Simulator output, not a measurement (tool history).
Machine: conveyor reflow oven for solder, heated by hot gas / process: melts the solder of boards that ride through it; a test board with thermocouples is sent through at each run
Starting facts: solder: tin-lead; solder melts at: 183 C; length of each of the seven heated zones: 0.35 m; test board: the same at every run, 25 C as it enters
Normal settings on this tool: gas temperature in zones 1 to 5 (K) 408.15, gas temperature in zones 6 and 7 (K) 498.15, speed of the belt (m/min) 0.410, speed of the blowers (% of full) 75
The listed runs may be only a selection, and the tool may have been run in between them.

run	day	gas temperature in zones 1 to 5 (K)	gas temperature in zones 6 and 7 (K)	speed of the belt (m/min)	speed of the blowers (% of full)	highest temperature of the board (K)	time above the solder's melting point (s)
1	0.000	408.15	498.15	0.410	75	483.85	70.0
2	1.458	408.15	498.15	0.410	75	483.65	69.6
3	2.808	413.15	498.15	0.410	75	484.05	72.7
4	5.058	408.15	498.15	0.419	75	482.65	66.1
5	6.417	408.15	498.15	0.410	75	483.15	68.9
6	7.775	408.15	498.15	0.410	75	482.95	68.3
7	9.892	408.15	498.15	0.410	75	483.05	67.7
8	11.867	408.15	498.15	0.410	75	482.15	67.7
9	14.312	408.15	498.15	0.336	75	487.35	93.1
# day 16.092: flux residue cleaned out of gas plates and filters
10	17.433	408.15	498.15	0.336	75	488.55	95.0
11	19.112	408.15	498.15	0.336	75	488.25	94.5
12	20.996	410.15	491.15	0.410	76	477.75	63.2
13	23.754	394.15	498.15	0.488	75	474.45	40.3
14	25.150	394.15	496.15	0.488	75	472.35	37.2
15	26.804	394.15	496.15	0.488	75	472.55	37.0
16	29.012	408.15	512.15	0.410	66	491.75	78.0
17	30.854	402.15	498.15	0.410	82	482.35	66.2
# day 33.142: flux residue cleaned out of gas plates and filters
18	33.950	405.15	498.15	0.410	82	484.45	70.8
19	36.796	406.15	489.15	0.368	74	477.45	70.2
20	39.742	416.15	486.15	0.424	62	470.05	48.3
21	42.317	416.15	486.15	0.424	62	469.95	47.6

The logged runs with the hidden state left out (each run's random variation unchanged):
Hidden state present: heat that the gas passes to the board, % of a clean oven's; belt's true speed, % of the reading; true gas temperature in zones 6 and 7 over the reading, C; drift of the gauge itself on peak_c, C; drift of the gauge itself on liquid_s, %.
run	highest temperature of the board (K)	time above the solder's melting point (s)
1	483.85	69.0
2	483.75	68.8
3	484.45	72.1
4	483.35	66.1
5	484.05	69.0
6	483.95	68.7
7	484.25	68.4
8	483.65	68.9
9	488.95	94.0
10	488.95	93.3
11	488.85	93.1
12	478.45	62.9
13	475.65	41.1
14	473.75	38.6
15	474.15	38.9
16	493.55	78.1
17	484.45	67.7
18	484.95	69.3
19	478.25	69.4
20	471.05	49.0
21	471.25	48.9
